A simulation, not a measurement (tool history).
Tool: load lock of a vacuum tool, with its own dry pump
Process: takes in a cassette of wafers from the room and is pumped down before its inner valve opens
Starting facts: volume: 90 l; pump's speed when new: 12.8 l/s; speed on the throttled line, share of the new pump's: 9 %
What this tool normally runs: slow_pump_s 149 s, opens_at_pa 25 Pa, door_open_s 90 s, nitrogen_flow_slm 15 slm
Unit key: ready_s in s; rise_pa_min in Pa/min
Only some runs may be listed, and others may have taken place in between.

run	hour	slow_pump_s	opens_at_pa	door_open_s	nitrogen_flow_slm	incoming humidity of the room's air, %	ready_s	rise_pa_min
1	0	149	25	90	15	49.1	199.9	0.332
2	347.5	149	25	90	15	42.9	200.5	0.342
3	668.6	149	25	90	15	48.3	200.2	0.356
4	1018.6	149	25	90	15	44.3	199.9	0.37
5	1228.2	149	25	90	15	46.6	201.1	0.373
6	1572.4	149	25	90	9	46.3	201	0.399
7	1771.8	149	25	90	9	47.3	200.2	0.4
8	2033.2	149	25	90	9	44.5	200.8	0.404
9	2184.5	212	31	90	30	45.3	255.1	0.407
10	2374.3	212	31	90	30	48.4	255.2	0.411
11	2733.6	143	47	97	6	44.6	191.5	0.441
12	2935.8	168	44	70	40	40.3	213.5	0.415
13	3224.9	168	44	70	40	45.2	213.7	0.423
14	3381.8	168	44	70	40	41.8	213.5	0.422

Below are 3 alternative next runs, each starting from the tool's condition after run 14. Predict each:
A	3614.9	134	31	194	15	45.1	?	?
B	3614.9	168	38	232	40	44.2	?	?
C	3614.9	110	21	30	40	44.1	?	?

run	ready_s	rise_pa_min
A	186.6	0.469
B	214.4	0.465
C	167.5	0.44
With no hidden state in the tool, these same runs would have given:
run	ready_s	rise_pa_min
A	179.5	0.052
B	207.9	0.045
C	159.6	0.012
